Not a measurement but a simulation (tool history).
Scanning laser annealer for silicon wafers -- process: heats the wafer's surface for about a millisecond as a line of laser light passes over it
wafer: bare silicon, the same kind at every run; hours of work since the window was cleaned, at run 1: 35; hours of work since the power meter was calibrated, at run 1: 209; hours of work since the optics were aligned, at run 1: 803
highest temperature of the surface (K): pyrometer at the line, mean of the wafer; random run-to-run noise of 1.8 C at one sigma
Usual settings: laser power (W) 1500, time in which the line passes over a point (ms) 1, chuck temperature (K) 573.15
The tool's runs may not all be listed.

| run | hour | laser power (W) | time in which the line passes over a point (ms) | chuck temperature (K) | hours of work since the window was cleaned | hours of work since the power meter was calibrated | hours of work since the optics were aligned | highest temperature of the surface (K) |
|---|---|---|---|---|---|---|---|---|
| 1 | 0 | 1500 | 1 | 573.15 | 35 | 209 | 803 | 1341.15 |
| 2 | 11 | 1500 | 1 | 573.15 | 44 | 218 | 812 | 1339.15 |
| 3 | 22.7 | 1500 | 1 | 573.15 | 53 | 227 | 821 | 1335.15 |
| 4 | 36.2 | 1500 | 1 | 573.15 | 63 | 237 | 831 | 1341.15 |
| 5 | 45.3 | 1500 | 1 | 573.15 | 70 | 244 | 838 | 1342.15 |
| 6 | 61.1 | 1500 | 1.16 | 573.15 | 82 | 256 | 850 | 1396.15 |
| 7 | 69 | 1500 | 1.16 | 573.15 | 88 | 262 | 856 | 1395.15 |
| 8 | 77 | 1479 | 1 | 573.15 | 94 | 268 | 862 | 1332.15 |
|  | 84 | optics aligned, line set to its width |
| 9 | 96 | 1500 | 0.86 | 573.15 | 105 | 279 | 9 | 1285.15 |
| 10 | 107.7 | 1500 | 1 | 536.15 | 114 | 288 | 18 | 1304.15 |
| 11 | 119.8 | 1500 | 1 | 536.15 | 123 | 297 | 27 | 1305.15 |
| 12 | 129.6 | 1500 | 1 | 536.15 | 131 | 305 | 35 | 1305.15 |
| 13 | 142.9 | 1500 | 1 | 536.15 | 141 | 315 | 45 | 1302.15 |
| 14 | 156.2 | 1500 | 1 | 608.15 | 151 | 325 | 55 | 1374.15 |
| 15 | 168.7 | 1500 | 1 | 548.15 | 161 | 334 | 65 | 1316.15 |
| 16 | 180.4 | 1500 | 1 | 548.15 | 169 | 343 | 74 | 1318.15 |
| 17 | 192.5 | 1500 | 0.87 | 573.15 | 179 | 353 | 83 | 1291.15 |
| 18 | 205.7 | 1500 | 0.87 | 573.15 | 189 | 363 | 93 | 1290.15 |
| 19 | 217.2 | 1500 | 0.87 | 573.15 | 198 | 372 | 102 | 1288.15 |
| 20 | 232.8 | 1500 | 0.87 | 573.15 | 210 | 383 | 114 | 1291.15 |
| 21 | 246.3 | 1500 | 0.87 | 573.15 | 220 | 394 | 124 | 1290.15 |
| 22 | 257.9 | 1579 | 1.04 | 580.15 | 229 | 403 | 133 | 1403.15 |
| 23 | 274.8 | 1489 | 1.03 | 572.15 | 242 | 416 | 146 | 1346.15 |
| 24 | 289.6 | 1489 | 1.03 | 595.15 | 253 | 427 | 157 | 1369.15 |
| 25 | 300.1 | 1489 | 0.97 | 595.15 | 261 | 435 | 165 | 1347.15 |
| 26 | 311.6 | 1276 | 0.73 | 610.15 | 270 | 444 | 174 | 1176.15 |
| 27 | 321.7 | 1500 | 1.19 | 593.15 | 278 | 451 | 182 | 1425.15 |
| 28 | 330 | 1500 | 1.19 | 593.15 | 284 | 458 | 188 | 1428.15 |
| 29 | 337.1 | 1500 | 0.87 | 609.15 | 289 | 463 | 193 | 1323.15 |
| 30 | 345.5 | 1500 | 0.87 | 609.15 | 296 | 470 | 200 | 1323.15 |
| 31 | 355.6 | 1439 | 1 | 573.15 | 303 | 477 | 208 | 1309.15 |
| 32 | 372.4 | 1314 | 0.78 | 611.15 | 316 | 490 | 220 | 1216.15 |
| 33 | 382.9 | 1314 | 0.78 | 611.15 | 324 | 498 | 228 | 1213.15 |
| 34 | 395.2 | 1568 | 0.78 | 611.15 | 334 | 508 | 238 | 1323.15 |
| 35 | 410 | 1500 | 0.74 | 555.15 | 345 | 519 | 249 | 1215.15 |
| 36 | 423.9 | 1518 | 0.8 | 599.15 | 356 | 529 | 260 | 1294.15 |
| 37 | 435.5 | 1426 | 1.19 | 573.15 | 364 | 538 | 269 | 1371.15 |
| 38 | 442.4 | 1538 | 1 | 593.15 | 370 | 544 | 274 | 1375.15 |
| 39 | 454.2 | 1577 | 1 | 577.15 | 379 | 553 | 283 | 1379.15 |
| 40 | 466.9 | 1607 | 0.95 | 604.15 | 388 | 562 | 293 | 1398.15 |

Run 41 is up next; what results do you expect?
| 41 | 483.4 | 1459 | 1 | 608.15 | 401 | 575 | 305 | ? |

highest temperature of the surface (K): 1358.15
With the hidden condition absent and the run-to-run variation left alone, this run would have shown highest temperature of the surface (K) 1359.15.
